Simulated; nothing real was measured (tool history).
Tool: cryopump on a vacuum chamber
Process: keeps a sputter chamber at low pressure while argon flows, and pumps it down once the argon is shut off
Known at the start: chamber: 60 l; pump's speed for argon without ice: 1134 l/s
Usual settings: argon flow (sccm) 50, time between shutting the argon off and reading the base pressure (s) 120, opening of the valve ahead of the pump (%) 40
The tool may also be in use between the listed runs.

| run | hour | argon flow (sccm) | time between shutting the argon off and reading the base pressure (s) | opening of the valve ahead of the pump (%) | pressure while argon flows (Pa) | pressure after the wait (uPa) |
|---|---|---|---|---|---|---|
| 1 | 0 | 50 | 120 | 40 | 0.1928 | 2.68 |
| 2 | 22.9 | 50 | 120 | 40 | 0.194 | 2.7 |
| 3 | 43.1 | 50 | 120 | 40 | 0.1957 | 2.77 |
| 4 | 59.6 | 50 | 120 | 40 | 0.1962 | 2.75 |
| 5 | 72.6 | 50 | 120 | 40 | 0.1943 | 2.64 |
| 6 | 91.1 | 50 | 120 | 40 | 0.1966 | 2.9 |
| 7 | 110.3 | 50 | 120 | 40 | 0.1982 | 2.82 |
| 8 | 129.3 | 50 | 93 | 40 | 0.1979 | 3.07 |
| 9 | 147.2 | 50 | 120 | 40 | 0.1966 | 2.83 |
| 10 | 162.1 | 50 | 120 | 40 | 0.1977 | 3.02 |
| 11 | 179.2 | 50 | 120 | 40 | 0.2016 | 2.96 |
| 12 | 200.4 | 50 | 120 | 40 | 0.2007 | 2.98 |
| 13 | 218.9 | 50 | 120 | 40 | 0.2024 | 3.04 |
| 14 | 237 | 50 | 120 | 40 | 0.2004 | 2.92 |
| 15 | 259 | 50 | 120 | 40 | 0.2029 | 3.13 |
|  | 265.7 | pump warmed up, emptied and cooled again |
| 16 | 277.1 | 50 | 120 | 40 | 0.1884 | 2.71 |
| 17 | 300.4 | 50 | 120 | 48 | 0.1556 | 2.82 |
| 18 | 321.8 | 50 | 82 | 40 | 0.1867 | 3.05 |
| 19 | 344.1 | 76 | 56 | 16 | 0.7135 | 3.35 |
| 20 | 353.6 | 76 | 41 | 45 | 0.2559 | 4.09 |
| 21 | 375 | 50 | 110 | 38 | 0.1982 | 2.87 |
| 22 | 387.9 | 35 | 240 | 16 | 0.3304 | 2.49 |
| 23 | 406.3 | 35 | 240 | 16 | 0.3279 | 2.47 |
| 24 | 419.4 | 44 | 37 | 25 | 0.2658 | 4.13 |
| 25 | 435.4 | 44 | 37 | 25 | 0.2658 | 4.18 |
| 26 | 449.6 | 44 | 52 | 25 | 0.2641 | 3.8 |
| 27 | 461.3 | 54 | 53 | 16 | 0.5061 | 3.67 |
| 28 | 480.4 | 54 | 53 | 16 | 0.5101 | 3.72 |
| 29 | 491.6 | 54 | 53 | 16 | 0.5104 | 3.78 |
| 30 | 513.3 | 50 | 27 | 37 | 0.2077 | 5.17 |
| 31 | 531.1 | 50 | 27 | 37 | 0.2075 | 4.98 |
| 32 | 548.7 | 50 | 27 | 37 | 0.21 | 5 |
| 33 | 568.5 | 50 | 27 | 37 | 0.2102 | 5.08 |

Forecast each of these 5 alternatives for the next run:
| A | 584.4 | 50 | 27 | 36 | ? | ? |
| B | 584.4 | 94 | 222 | 34 | ? | ? |
| C | 584.4 | 34 | 52 | 29 | ? | ? |
| D | 584.4 | 49 | 210 | 18 | ? | ? |
| E | 584.4 | 50 | 26 | 40 | ? | ? |

| run | pressure while argon flows (Pa) | pressure after the wait (uPa) |
|---|---|---|
| A | 0.2148 | 5.13 |
| B | 0.4288 | 2.85 |
| C | 0.1807 | 3.93 |
| D | 0.4122 | 2.85 |
| E | 0.1943 | 5.25 |
Without the tool's hidden state the same runs would have given:
| run | pressure while argon flows (Pa) | pressure after the wait (uPa) |
|---|---|---|
| A | 0.207 | 2.86 |
| B | 0.4141 | 0.57 |
| C | 0.1753 | 1.65 |
| D | 0.4046 | 0.6 |
| E | 0.1865 | 2.97 |
